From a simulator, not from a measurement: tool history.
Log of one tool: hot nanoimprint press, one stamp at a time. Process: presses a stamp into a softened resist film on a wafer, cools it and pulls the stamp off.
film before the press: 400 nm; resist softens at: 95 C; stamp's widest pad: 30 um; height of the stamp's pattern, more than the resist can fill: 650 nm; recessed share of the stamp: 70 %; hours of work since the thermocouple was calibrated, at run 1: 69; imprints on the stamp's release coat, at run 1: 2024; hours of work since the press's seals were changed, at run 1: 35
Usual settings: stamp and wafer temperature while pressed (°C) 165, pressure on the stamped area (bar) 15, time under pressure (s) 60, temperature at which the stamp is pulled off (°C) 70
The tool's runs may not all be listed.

run   hour  stamp and wafer temperature while pressed (°C)  pressure on the stamped area (bar)  time under pressure (s)  temperature at which the stamp is pulled off (°C)  hours of work since the thermocouple was calibrated  imprints on the stamp's release coat  hours of work since the press's seals were changed  resist left under the stamp's widest pad (Å)  greatest force while the stamp is pulled off (N)
  1      0                                             165                                  15                       60                                                 70                                                   69                                  2024                                                  35                                          2171                                               220
      19.2  -- stamp cleaned and given a new release coat
  2   31.5                                             168                                  15                       60                                                 70                                                   86                                    63                                                  52                                          2019                                               158
  3   54.7                                             168                                  15                       60                                                 70                                                  101                                   184                                                  67                                          2017                                               169
  4   79.8                                             168                                  15                       60                                                 70                                                  117                                   314                                                  83                                          2022                                               176
  5  100.2                                             165                                  15                       60                                                 63                                                  131                                   420                                                  96                                          2178                                               196
  6  117.2                                             165                                  15                       60                                                 63                                                  142                                   508                                                 107                                          2184                                               209
  7  134.3                                             175                                  15                       60                                                 63                                                  153                                   597                                                 119                                          1694                                               202
  8  149.1                                             175                                  15                       89                                                 63                                                  162                                   674                                                 128                                          1436                                               210
  9  178.9                                             175                                  15                       89                                                 63                                                  182                                   828                                                 148                                          1440                                               219
 10  195.5                                             165                                  15                       60                                                 70                                                  193                                   914                                                 159                                          2188                                               189
 11  218.6                                             165                                  15                       60                                                 70                                                  208                                  1034                                                 174                                          2192                                               189
 12  236.5                                             165                                  15                       60                                                 70                                                  220                                  1128                                                 185                                          2194                                               192
 13  262.1                                             165                                  15                       43                                                 70                                                  236                                  1260                                                 202                                          2451                                               198
 14  277.3                                             165                                  15                       60                                                 70                                                  246                                  1339                                                 212                                          2199                                               206
 15  309.1                                             165                                  15                       60                                                 70                                                  267                                  1504                                                 233                                          2201                                               206
 16  330.4                                             165                                11.9                       60                                                 70                                                  281                                  1615                                                 247                                          2378                                               206
 17  344.3                                             165                                  11                       60                                                 70                                                  290                                  1687                                                 256                                          2443                                               205
 18  375.7                                             165                                  11                       53                                                 64                                                  310                                  1850                                                 276                                          2537                                               252
 19  403.7                                             165                                  11                       53                                                 64                                                  329                                  1995                                                 294                                          2545                                               257
 20    418                                             165                                  11                       53                                                 64                                                  338                                  2069                                                 304                                          2547                                               254
     428.8  -- stamp cleaned and given a new release coat
 21  438.6                                             165                                  15                       84                                                 70                                                  347                                    51                                                 313                                          1957                                               164
 22  459.3                                             165                                  15                       84                                                 70                                                  361                                   159                                                 327                                          1961                                               160
 23  480.8                                             162                                  15                       49                                                 70                                                  375                                   270                                                 341                                          2540                                               172
 24  495.2                                             165                                  15                       60                                                 67                                                  384                                   345                                                 350                                          2210                                               183
 25  522.7                                             154                                17.9                       66                                                 70                                                  402                                   488                                                 368                                          2679                                               172
 26  540.3                                             154                                17.9                       66                                                 70                                                  414                                   579                                                 379                                          2679                                               180
 27  554.9                                             173                                19.8                       94                                                 75                                                  423                                   655                                                 389                                          1335                                               160
 28  581.6                                             165                                22.8                       60                                                 70                                                  441                                   793                                                 406                                          1908                                               190
 29  596.7                                             165                                16.7                       60                                                 60                                                  451                                   872                                                 416                                          2145                                               231

Hidden state at the last listed run before each entry between runs and at the first one after, where it differs:
Between runs 1 and 2: stamp cleaned and given a new release coat (hour 19.2)
  true temperature over the reading, C: 0.08 -> 0.05; pressure that arrives at the usual setting, %: 99.26 -> 99.17; grip of the stamp's worn release coat, % over a new coat's: 40 -> 1.2
  measured less the result without the state, resist left under the stamp's widest pad (Å): +2 -> +4; greatest force while the stamp is pulled off (N): +63 -> +2
Between runs 20 and 21: stamp cleaned and given a new release coat (hour 428.8)
  true temperature over the reading, C: -0.34 -> -0.36; pressure that arrives at the usual setting, %: 97.86 -> 97.81; grip of the stamp's worn release coat, % over a new coat's: 41 -> 1
  measured less the result without the state, resist left under the stamp's widest pad (Å): +31 -> +36; greatest force while the stamp is pulled off (N): +76 -> +3
